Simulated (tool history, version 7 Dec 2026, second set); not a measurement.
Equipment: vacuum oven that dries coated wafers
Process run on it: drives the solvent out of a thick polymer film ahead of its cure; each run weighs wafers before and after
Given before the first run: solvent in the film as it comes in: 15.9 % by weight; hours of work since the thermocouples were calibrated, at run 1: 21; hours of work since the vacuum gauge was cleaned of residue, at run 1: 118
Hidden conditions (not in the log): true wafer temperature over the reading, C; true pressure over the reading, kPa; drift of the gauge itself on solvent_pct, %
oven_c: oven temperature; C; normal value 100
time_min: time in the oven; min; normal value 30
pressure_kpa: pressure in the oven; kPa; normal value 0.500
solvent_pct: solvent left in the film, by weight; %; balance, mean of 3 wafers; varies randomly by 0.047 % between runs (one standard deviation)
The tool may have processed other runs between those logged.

run,day,oven_c,time_min,pressure_kpa,hours of work since the thermocouples were calibrated,hours of work since the vacuum gauge was cleaned of residue,solvent_pct
1,0.000,100,30,0.500,21,118,0.82
2,1.271,100,30,0.847,40,137,1.05
3,3.650,100,30,0.500,76,173,0.85
4,5.871,87,30,0.500,109,206,2.92
5,7.267,87,30,0.500,130,227,2.94
6,8.879,100,21,0.500,155,251,1.66
7,9.854,100,21,0.500,169,266,1.69
8,10.892,100,30,0.995,185,282,1.11
9,12.838,100,30,0.995,214,311,1.13
10,15.054,100,30,0.995,247,344,1.02
11,16.925,100,30,0.522,275,372,0.91
12,19.025,100,30,0.500,307,404,0.95
13,21.317,97,30,0.500,341,438,1.24
14,22.712,97,30,0.500,362,459,1.26
15,24.454,100,30,0.500,389,486,0.89
16,26.300,100,36,0.500,416,513,0.69
17,28.275,93,30,0.500,446,543,1.81
18,30.533,93,30,0.500,480,577,1.88
19,32.883,100,30,0.500,515,612,1.01
20,34.888,100,30,0.500,545,642,1.09
21,37.017,100,30,0.500,577,674,0.95
22,38.558,100,30,0.500,601,698,1.02
23,40.112,100,30,0.500,624,721,0.98
24,41.250,100,30,0.500,641,738,1.02
25,43.625,96,30,0.554,677,774,1.65
26,44.838,96,30,0.554,695,792,1.53
27,46.758,106,30,0.554,724,821,0.69
28,49.133,108,30,1.802,760,857,1.04
29,50.742,112,46,1.706,784,881,0.91
30,52.608,112,46,1.706,812,909,0.75
31,54.375,89,45,0.500,838,935,1.67
32,56.642,89,45,0.500,872,969,1.79
33,57.838,89,45,0.500,890,987,1.73
34,59.271,89,19,0.522,912,1009,4.80
35,60.496,93,24,0.598,930,1027,2.84
36,62.050,100,16,0.280,954,1051,2.86
37,63.804,100,16,0.280,980,1077,2.92
38,65.904,100,16,0.280,1012,1109,2.80
39,67.433,100,16,0.280,1035,1132,2.93
40,68.683,102,15,0.325,1053,1150,2.78
41,70.417,102,15,0.325,1080,1176,2.77
42,72.312,88,41,1.854,1108,1205,3.26
# day 73.208: vacuum gauge cleaned of residue and calibrated
43,74.067,88,41,1.854,1133,13,2.82
44,76.079,90,40,1.854,1164,43,2.53
45,77.279,110,19,1.854,1182,61,1.28

What if the next run were any one of these 4? Each begins from the tool's condition after run 45:
A,78.412,110,21,0.532,1199,78,?
B,78.412,104,19,1.854,1199,78,?
C,78.412,98,50,0.755,1199,78,?
D,78.412,93,18,1.854,1199,78,?

run,solvent_pct
A,0.58
B,2.00
C,0.60
D,4.67
What these runs would have given with no unlogged condition in the tool:
run,solvent_pct
A,0.52
B,1.87
C,0.54
D,4.46
